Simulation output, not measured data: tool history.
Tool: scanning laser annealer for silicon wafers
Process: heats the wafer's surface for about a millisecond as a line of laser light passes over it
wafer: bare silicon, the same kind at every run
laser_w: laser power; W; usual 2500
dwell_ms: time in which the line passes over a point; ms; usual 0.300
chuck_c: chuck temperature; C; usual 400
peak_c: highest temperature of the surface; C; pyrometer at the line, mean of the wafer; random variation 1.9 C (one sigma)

run     day  laser_w  dwell_ms  chuck_c  peak_c
  1   0.000     2500     0.300      400    1158
  2   1.492     2500     0.300      400    1155
  3   2.825     2500     0.375      400    1252
  4   4.754     2500     0.375      400    1251
  5   6.154     2451     0.300      400    1133
  6   7.062     2451     0.300      400    1133
  7   8.379     2451     0.300      400    1129
  8   9.783     2451     0.300      400    1127
  9  11.017     2500     0.300      400    1145
 10  11.858     2500     0.300      400    1143
 11  12.958     2500     0.300      400    1139
 12  14.683     2500     0.300      400    1138
 13  16.108     2500     0.300      400    1138
 14  17.271     2630     0.274      375    1123
 15  18.712     2636     0.228      399    1077
 16  19.871     2636     0.228      399    1072
 17  21.646     2351     0.281      386    1042
 18  22.542     2490     0.220      400    1015
 19  23.617     2490     0.220      400    1010
 20  25.008     2490     0.220      400    1008
 21  26.621     2490     0.220      400    1005
 22  27.988     2168     0.248      402     950
     29.300  -- window over the wafer cleaned
 23  29.742     2643     0.230      363    1081
 24  30.942     2643     0.230      363    1078

Hidden state or all else? Some run-to-run changes of peak_c, split into what the settings, what came in and random variation would give without the hidden state, and what is left for the hidden state (with any gauge scatter that isn't in both results):
The hidden state here: light that passes the window, % of a clean one's; laser's true power over the reading, %; width of the line over the set one, %; drift of the gauge itself on peak_c, C.
Run 2 -> 3: dwell_ms 0.300 -> 0.375. peak_c +97 C: hidden state -5, all else +102.
Run 4 -> 5: laser_w 2500 -> 2451, dwell_ms 0.375 -> 0.300. peak_c -118 C: hidden state +3, all else -121.
Run 22 -> 23: laser_w 2168 -> 2643, dwell_ms 0.248 -> 0.230, chuck_c 402 -> 363, window over the wafer cleaned. peak_c +131 C: hidden state +38, all else +93.
